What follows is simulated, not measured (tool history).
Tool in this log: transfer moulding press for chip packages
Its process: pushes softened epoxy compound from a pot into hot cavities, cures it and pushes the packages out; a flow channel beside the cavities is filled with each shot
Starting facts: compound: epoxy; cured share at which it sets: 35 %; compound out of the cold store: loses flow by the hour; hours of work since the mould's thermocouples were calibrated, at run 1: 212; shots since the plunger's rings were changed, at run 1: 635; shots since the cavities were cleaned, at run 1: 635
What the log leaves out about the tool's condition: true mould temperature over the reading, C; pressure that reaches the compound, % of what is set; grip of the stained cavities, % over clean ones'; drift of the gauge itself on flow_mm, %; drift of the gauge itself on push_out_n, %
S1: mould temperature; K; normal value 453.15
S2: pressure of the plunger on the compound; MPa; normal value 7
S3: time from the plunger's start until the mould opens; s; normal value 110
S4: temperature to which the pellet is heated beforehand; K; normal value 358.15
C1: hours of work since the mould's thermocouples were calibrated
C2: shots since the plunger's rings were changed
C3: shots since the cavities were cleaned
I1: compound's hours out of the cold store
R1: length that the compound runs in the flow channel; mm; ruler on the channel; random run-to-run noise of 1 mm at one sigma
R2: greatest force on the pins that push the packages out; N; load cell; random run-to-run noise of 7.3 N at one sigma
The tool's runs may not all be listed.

Run 1, hour 0: usual settings; C1 212; C2 635; C3 635; I1 28.9. Result: R1 556 mm, R2 567 N.
At hour 2.5: cavities cleaned with cleaning compound and waxed.
Run 2, hour 9.2: usual settings; C1 218; C2 743; C3 94; I1 42.6. Result: R1 529 mm, R2 420 N.
Run 3, hour 17.6: usual settings; C1 225; C2 861; C3 212; I1 41.9. Result: R1 530 mm, R2 458 N.
Run 4, hour 34.9: usual settings; C1 238; C2 1104; C3 455; I1 44.8. Result: R1 525 mm, R2 495 N.
Run 5, hour 46.5: usual settings; C1 247; C2 1267; C3 618; I1 23.3. Result: R1 560 mm, R2 550 N.
At hour 50.2: cavities cleaned with cleaning compound and waxed.
Run 6, hour 60: usual settings; C1 256; C2 1436; C3 137; I1 26.4. Result: R1 552 mm, R2 466 N.
Run 7, hour 73.8: usual settings; C1 267; C2 1629; C3 330; I1 19.9. Result: R1 566 mm, R2 497 N.
Run 8, hour 89.6: usual settings; C1 279; C2 1852; C3 553; I1 40.3. Result: R1 525 mm, R2 536 N.
At hour 98.5: cavities cleaned with cleaning compound and waxed.
Run 9, hour 105.4: usual settings; C1 290; C2 2052; C3 97; I1 30. Result: R1 543 mm, R2 441 N.
Run 10, hour 121.6: usual settings; C1 303; C2 2280; C3 325; I1 13.1. Result: R1 572 mm, R2 495 N.
Run 11, hour 133.6: usual settings; C1 312; C2 2449; C3 494; I1 44.8. Result: R1 514 mm, R2 521 N.
Run 12, hour 143.4: usual settings but S2 6.03 MPa; C1 319; C2 2587; C3 632; I1 44.4. Result: R1 478 mm, R2 557 N.
At hour 146.3: cavities cleaned with cleaning compound and waxed.
Run 13, hour 161.9: usual settings but S1 460.15 K; C1 332; C2 2826; C3 220; I1 47.7. Result: R1 497 mm, R2 439 N.
Run 14, hour 176.3: usual settings; C1 343; C2 3027; C3 421; I1 33.8. Result: R1 529 mm, R2 513 N.
Run 15, hour 184.4: usual settings but S1 446.15 K, S2 6.67 MPa, S4 359.15 K; C1 350; C2 3141; C3 535; I1 13.7. Result: R1 567 mm, R2 738 N.
At hour 194.6: cavities cleaned with cleaning compound and waxed.
Run 16, hour 194.7: usual settings but S1 446.15 K, S2 6.67 MPa, S3 92 s, S4 367.15 K; C1 357; C2 3265; C3 1; I1 35.1. Result: R1 526 mm, R2 718 N.
At hour 211: plunger's sealing rings changed.
Run 17, hour 211.2: usual settings but S2 5.46 MPa, S3 103 s, S4 364.15 K; C1 367; C2 2; C3 197; I1 22. Result: R1 502 mm, R2 499 N.
Run 18, hour 223.9: usual settings but S1 446.15 K, S2 5.64 MPa, S3 135 s, S4 355.15 K; C1 377; C2 181; C3 376; I1 32.1. Result: R1 507 mm, R2 519 N.
Run 19, hour 235: usual settings but S1 446.15 K, S2 5.64 MPa, S3 135 s, S4 355.15 K; C1 386; C2 336; C3 531; I1 39.6. Result: R1 494 mm, R2 522 N.
At hour 245.2: cavities cleaned with cleaning compound and waxed.
Run 20, hour 250.2: usual settings but S2 8.32 MPa, S3 121 s, S4 353.15 K; C1 396; C2 529; C3 71; I1 39.2. Result: R1 585 mm, R2 399 N.
Run 21, hour 259.4: usual settings but S2 8.32 MPa, S3 121 s, S4 353.15 K; C1 403; C2 658; C3 200; I1 38.5. Result: R1 584 mm, R2 429 N.
At hour 267.3: mould's thermocouples calibrated.
Run 22, hour 271.1: usual settings but S2 5.37 MPa; C1 3; C2 794; C3 336; I1 10.6. Result: R1 515 mm, R2 519 N.
Run 23, hour 285.3: usual settings but S1 461.15 K, S2 7.3 MPa, S3 100 s, S4 366.15 K; C1 14; C2 994; C3 536; I1 42.3. Result: R1 526 mm, R2 514 N.
At hour 295.1: cavities cleaned with cleaning compound and waxed.
Run 24, hour 296.2: usual settings but S1 452.15 K, S2 5.38 MPa, S3 104 s, S4 365.15 K; C1 21; C2 1126; C3 15; I1 25.7. Result: R1 490 mm, R2 444 N.
Run 25, hour 306.2: usual settings but S1 452.15 K, S2 7.54 MPa, S3 113 s, S4 365.15 K; C1 29; C2 1266; C3 155; I1 28.3. Result: R1 574 mm, R2 448 N.
Run 26, hour 318.2: usual settings but S1 452.15 K, S2 7.54 MPa, S3 113 s, S4 365.15 K; C1 38; C2 1436; C3 325; I1 41.9. Result: R1 549 mm, R2 477 N.
Run 27, hour 333.5: usual settings but S1 458.15 K, S2 8.6 MPa, S3 102 s, S4 349.15 K; C1 50; C2 1650; C3 539; I1 42.7. Result: R1 571 mm, R2 515 N.
At hour 343.3: cavities cleaned with cleaning compound and waxed.
Run 28, hour 343.7: usual settings but S1 458.15 K, S2 8.6 MPa, S3 102 s, S4 349.15 K; C1 57; C2 1772; C3 5; I1 27.4. Result: R1 601 mm, R2 391 N.

Consider 3 possible next runs. They are alternatives, not a sequence: every one starts from the tool as it was left by run 28. What does each give?
Run A, hour 351.8: usual settings but S1 448.15 K, S2 6.57 MPa, S3 102 s, S4 349.15 K; C1 63; C2 1886; C3 119; I1 42.2. Result: R1 ?, R2 ?.
Run B, hour 351.8: usual settings but S1 452.15 K, S2 5.69 MPa, S3 102 s, S4 349.15 K; C1 63; C2 1886; C3 119; I1 13.1. Result: R1 ?, R2 ?.
Run C, hour 351.8: usual settings but S1 450.15 K, S2 5.91 MPa, S3 90 s; C1 63; C2 1886; C3 119; I1 25.1. Result: R1 ?, R2 ?.

run   R1   R2
  A  515  588
  B  522  510
  C  514  722
Stripped of hidden state, with their random variation kept, the same runs would have yielded:
run   R1   R2
  A  526  523
  B  533  455
  C  525  644

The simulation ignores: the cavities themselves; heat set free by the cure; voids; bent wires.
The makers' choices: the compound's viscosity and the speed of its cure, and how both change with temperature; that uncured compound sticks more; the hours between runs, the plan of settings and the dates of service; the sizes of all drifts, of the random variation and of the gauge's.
